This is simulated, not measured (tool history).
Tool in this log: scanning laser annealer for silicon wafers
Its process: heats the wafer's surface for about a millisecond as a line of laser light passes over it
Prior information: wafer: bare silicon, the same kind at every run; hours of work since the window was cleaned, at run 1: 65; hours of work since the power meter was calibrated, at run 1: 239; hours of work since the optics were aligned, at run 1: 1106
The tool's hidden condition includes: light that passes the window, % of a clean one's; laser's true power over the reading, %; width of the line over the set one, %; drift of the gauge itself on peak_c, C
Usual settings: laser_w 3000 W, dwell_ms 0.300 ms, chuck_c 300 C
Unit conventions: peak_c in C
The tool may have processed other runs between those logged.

run	day	laser_w	dwell_ms	chuck_c	hours of work since the window was cleaned	hours of work since the power meter was calibrated	hours of work since the optics were aligned	peak_c
1	0.000	3000	0.300	300	65	239	1106	1077
2	2.708	3000	0.300	300	95	269	1136	1070
3	6.171	3000	0.228	300	134	308	1175	976
# day 6.650: optics aligned, line set to its width
4	10.317	3000	0.228	300	178	352	41	985
5	12.621	3000	0.228	300	204	377	67	983
6	15.496	3000	0.228	300	236	409	99	980
7	18.942	3000	0.228	300	274	448	137	978
8	21.779	2659	0.228	300	306	479	169	892
9	23.754	3000	0.369	300	328	501	191	1144
10	26.471	3000	0.369	300	358	532	221	1140
11	29.579	3000	0.300	300	392	566	256	1064
12	31.721	3000	0.300	300	416	590	279	1063
# day 32.046: window over the wafer cleaned
13	35.046	3000	0.300	300	33	626	316	1044
14	37.575	3000	0.300	300	62	654	344	1045
15	40.758	2899	0.300	300	97	690	379	1014
16	43.471	2899	0.300	300	127	720	409	1012
17	45.175	2899	0.300	300	146	739	428	1016
18	46.883	3000	0.300	299	165	758	447	1040
19	49.612	3000	0.300	300	196	789	478	1038
20	52.800	2981	0.300	297	231	824	513	1030
21	54.754	2775	0.247	278	253	846	535	897
# day 55.596: window over the wafer cleaned, once more
22	56.742	3004	0.300	301	13	867	556	1076
23	60.000	2744	0.290	281	49	903	593	977
24	61.800	2658	0.344	325	69	924	613	1052
25	65.775	2658	0.344	325	113	968	657	1049
26	67.504	3000	0.268	300	133	987	676	1031
27	70.288	2886	0.299	301	164	1018	707	1037
28	72.275	2886	0.299	301	186	1040	729	1036
29	75.367	2886	0.299	301	220	1075	764	1035
30	78.296	3242	0.220	266	253	1107	797	983
31	80.625	3000	0.300	270	279	1133	823	1033
32	82.500	3000	0.300	270	300	1154	843	1033
33	84.342	3000	0.300	270	320	1175	864	1031
34	88.404	3000	0.300	270	366	1220	909	1028
35	91.029	2674	0.300	269	395	1249	939	941
36	93.479	3013	0.280	300	422	1277	966	1035
37	96.571	3271	0.232	265	457	1311	1000	1000
38	99.517	3258	0.300	325	489	1344	1033	1146

Predict each of these 5 candidate next runs independently; none follows another, all start after run 38:
A	103.071	3000	0.380	318	529	1383	1073	?
B	103.071	2840	0.261	325	529	1383	1073	?
C	103.071	2703	0.324	262	529	1383	1073	?
D	103.071	3283	0.343	282	529	1383	1073	?
E	103.071	3258	0.300	306	529	1383	1073	?

run	peak_c
A	1154
B	985
C	960
D	1159
E	1122
With no hidden state in the tool, these same runs would have given:
run	peak_c
A	1196
B	1018
C	995
D	1203
E	1162
